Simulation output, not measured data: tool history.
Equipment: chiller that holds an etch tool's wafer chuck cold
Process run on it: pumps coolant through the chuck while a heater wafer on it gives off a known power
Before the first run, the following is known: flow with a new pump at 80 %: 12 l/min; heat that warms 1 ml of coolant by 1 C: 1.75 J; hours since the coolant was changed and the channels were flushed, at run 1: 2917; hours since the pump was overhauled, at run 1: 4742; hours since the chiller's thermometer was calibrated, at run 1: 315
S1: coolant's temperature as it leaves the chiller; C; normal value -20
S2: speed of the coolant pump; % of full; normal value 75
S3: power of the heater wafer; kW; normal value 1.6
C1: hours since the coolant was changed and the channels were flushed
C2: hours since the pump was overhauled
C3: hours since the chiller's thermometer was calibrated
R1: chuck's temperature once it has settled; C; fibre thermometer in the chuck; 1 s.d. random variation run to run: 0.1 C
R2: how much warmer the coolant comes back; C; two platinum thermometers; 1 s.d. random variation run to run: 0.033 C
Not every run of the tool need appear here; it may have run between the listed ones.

run	hour	S1	S2	S3	C1	C2	C3	R1	R2
1	0	-20	75	1.6	2917	4742	315	-2.8	4.92
2	61.2	-20	75	1.6	2978	4803	376	-2.7	4.88
3	169.3	-20	75	1.6	3086	4911	484	-2.6	4.85
4	253.5	-20	75	1.6	3171	4995	569	-2.8	4.86
5	376.8	-20	75	0.953	3294	5119	692	-9.6	2.81
6	489.8	-20	75	0.953	3407	5232	805	-9.5	2.83
7	601.9	-20	97	1.6	3519	5344	917	-6	3.62
8	703.4	-20	97	1.6	3620	5445	1019	-5.9	3.65
9	784.6	-20	75	0.989	3702	5527	1100	-9.4	2.91
10	907.8	-20	75	0.989	3825	5650	1223	-9.1	2.95
11	1006.1	-20	75	0.989	3923	5748	1321	-9.3	2.86
12	1056.9	-20	75	0.989	3974	5799	1372	-9.4	2.84
13	1167.8	-20	66	1.6	4085	5910	1483	-0.4	5.41
14	1274.5	-20	75	1.6	4191	6016	1590	-2.7	4.65
15	1345.7	-20	75	1.6	4263	6088	1661	-2.8	4.71
16	1462.9	-20	75	0.81	4380	6205	1778	-11.2	2.21
17	1549	-15	61	1.301	4466	6291	1864	1.9	4.67
18	1671.2	-15	61	1.301	4588	6413	1986	2	4.62
19	1736.2	-14	75	1.172	4653	6478	2051	-1.3	3.34
20	1847.6	-25	61	2.133	4765	6589	2163	2.5	7.78
21	1968.9	-25	61	2.133	4886	6711	2284	2.7	7.77
22	2054.5	-25	74	1.565	4972	6796	2370	-7.7	4.53
23	2154.5	-25	61	1.272	5071	6896	2470	-8.5	4.5
24	2210.6	-20	97	1.6	5128	6953	2526	-6.1	3.37
25	2263.6	-28	86	1.853	5181	7006	2579	-10.2	4.61
26	2326.4	-24	76	1.583	5243	7068	2641	-7	4.44
27	2423.5	-25	75	1.583	5340	7165	2739	-8	4.46
28	2540.5	-22	75	1.583	5458	7282	2856	-4.7	4.44
# hour 2594.7: coolant changed, channels flushed
29	2635.5	-27	75	1.955	41	7371	2945	-5.7	5.58
30	2726.5	-20	66	1.904	132	7462	3036	3	6.27
31	2784.4	-16	75	1.6	190	7520	3094	1.4	4.44
# hour 2872.1: gauge calibrated
32	2894	-29	75	1.795	299	7630	3203	-9.5	5.48

Branching from run 32: 4 alternative next runs. What would each branch give?
A	2963	-12	89	2.22	368	7699	3272	?	?
B	2963	-17	85	1.086	368	7699	3272	?	?
C	2963	-17	71	0.808	368	7699	3272	?	?
D	2963	-29	75	1.209	368	7699	3272	?	?

run	R1	R2
A	8.9	5.66
B	-6.3	2.98
C	-7.9	2.63
D	-15.7	3.72
Had the tool no hidden state, the same runs would have come out as:
run	R1	R2
A	8.9	5.66
B	-6.3	2.99
C	-7.9	2.64
D	-15.7	3.73
